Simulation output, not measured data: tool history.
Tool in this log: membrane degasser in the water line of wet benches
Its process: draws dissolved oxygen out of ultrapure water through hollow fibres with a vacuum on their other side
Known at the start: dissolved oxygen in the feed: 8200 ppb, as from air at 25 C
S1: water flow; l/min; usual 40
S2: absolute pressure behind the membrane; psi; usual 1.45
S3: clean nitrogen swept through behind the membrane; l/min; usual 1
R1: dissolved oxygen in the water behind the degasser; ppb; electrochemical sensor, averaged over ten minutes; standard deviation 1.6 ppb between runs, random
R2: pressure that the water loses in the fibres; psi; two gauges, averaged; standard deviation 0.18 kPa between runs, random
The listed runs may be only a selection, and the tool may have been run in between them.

run	hour	S1	S2	S3	R1	R2
1	0	40	1.45	1	524.1	4.952
2	50.6	40	1.45	1	526.5	4.915
3	109.9	40	0.94	1	265.2	4.944
4	141.1	40	0.94	1	265.3	4.937
5	169.2	40	0.94	1	264	4.892
6	202.5	40	1.45	0.51	836.6	4.925
7	230	40	1.45	1	522.5	4.886
8	264.2	40	1.45	1	524.1	4.925
9	304.8	40	1.45	1	523.3	4.911
10	362.5	62	1.45	1	746.7	7.626
11	393.8	40	1.45	1	524.8	4.91
12	428.9	40	1.45	1	523.4	4.84
13	455.8	40	1.45	1	524.8	4.84
14	499.7	40	1.45	1	523.3	4.883
15	530.2	31	1.45	1	427.8	3.746
16	590	40	2.05	2.78	354.1	4.867
17	616	34	1	1.73	162.7	4.089
18	663.4	55	1.8	0.74	1083.5	6.634
19	693.4	63	1.49	2.47	416.5	7.546
# hour 741.6: gauge calibrated
20	745.7	63	1.49	2.47	415.5	7.8
21	787.7	39	1.38	1.44	359.1	4.808
22	819.8	40	1.45	0.5	852.2	4.963
23	880.2	58	1.45	2.04	424	7.181

5 ways to go on from here, each from the tool as it stands after run 23. What would each give?
A	905.3	41	2.45	0.62	?	?
B	905.3	53	2.03	2.04	?	?
C	905.3	58	1.45	0.71	?	?
D	905.3	61	2.31	0.71	?	?
E	905.3	58	1.25	2.91	?	?

run	R1	R2
A	1402.7	5.017
B	587.8	6.49
C	883.8	7.163
D	1573.2	7.429
E	264.8	7.139
What these runs would have given with no unlogged condition in the tool:
run	R1	R2
A	1402.5	5.049
B	587.6	6.531
C	883.6	7.208
D	1573	7.477
E	264.7	7.182

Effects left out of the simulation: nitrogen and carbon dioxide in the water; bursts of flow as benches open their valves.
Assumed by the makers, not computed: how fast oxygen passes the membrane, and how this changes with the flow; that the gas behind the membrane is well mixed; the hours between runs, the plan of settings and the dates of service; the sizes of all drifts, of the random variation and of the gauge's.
